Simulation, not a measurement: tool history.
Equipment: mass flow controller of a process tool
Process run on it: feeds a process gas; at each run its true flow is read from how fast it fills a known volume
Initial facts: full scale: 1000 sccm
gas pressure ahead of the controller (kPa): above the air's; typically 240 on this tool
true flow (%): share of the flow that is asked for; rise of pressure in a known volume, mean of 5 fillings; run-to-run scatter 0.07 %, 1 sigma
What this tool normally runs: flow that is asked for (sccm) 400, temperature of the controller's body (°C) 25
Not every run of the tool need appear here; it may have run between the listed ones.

run	hour	flow that is asked for (sccm)	gas pressure ahead of the controller (kPa)	temperature of the controller's body (°C)	true flow (%)
1	0.0	400	240	25	98.88
2	85.1	400	240	25	98.93
3	219.0	400	240	25	98.90
4	332.2	400	240	25	98.87
5	430.4	186	240	25	98.45
6	539.2	400	240	25	98.74
7	606.1	400	240	25	98.94
8	666.8	400	240	25	98.94
9	760.6	400	195	25	99.05
10	884.2	400	270	25	98.80
11	1022.0	400	270	25	98.92
12	1132.1	400	270	25	98.85
13	1209.5	400	214	25	98.95
14	1284.7	400	214	25	99.01
15	1384.6	339	210	25	98.80
16	1494.6	339	210	25	98.87
17	1559.7	339	210	25	98.92
18	1640.6	339	210	25	98.82
19	1747.3	339	210	25	98.87
20	1847.7	132	182	25	98.51
21	1966.6	132	182	25	98.73
22	2053.4	935	246	21	99.28
23	2144.6	935	246	21	99.41

Alternative continuations, all from the tool just after run 23; predict every row:
A	2238.3	284	200	25	?
B	2238.3	186	162	32	?
C	2238.3	161	188	24	?
D	2238.3	489	175	34	?

run	true flow (%)
A	98.75
B	99.48
C	98.51
D	100.21
The same runs, with their run-to-run variation unchanged, on a tool lacking any hidden condition would have given:
run	true flow (%)
A	98.74
B	99.46
C	98.49
D	100.20

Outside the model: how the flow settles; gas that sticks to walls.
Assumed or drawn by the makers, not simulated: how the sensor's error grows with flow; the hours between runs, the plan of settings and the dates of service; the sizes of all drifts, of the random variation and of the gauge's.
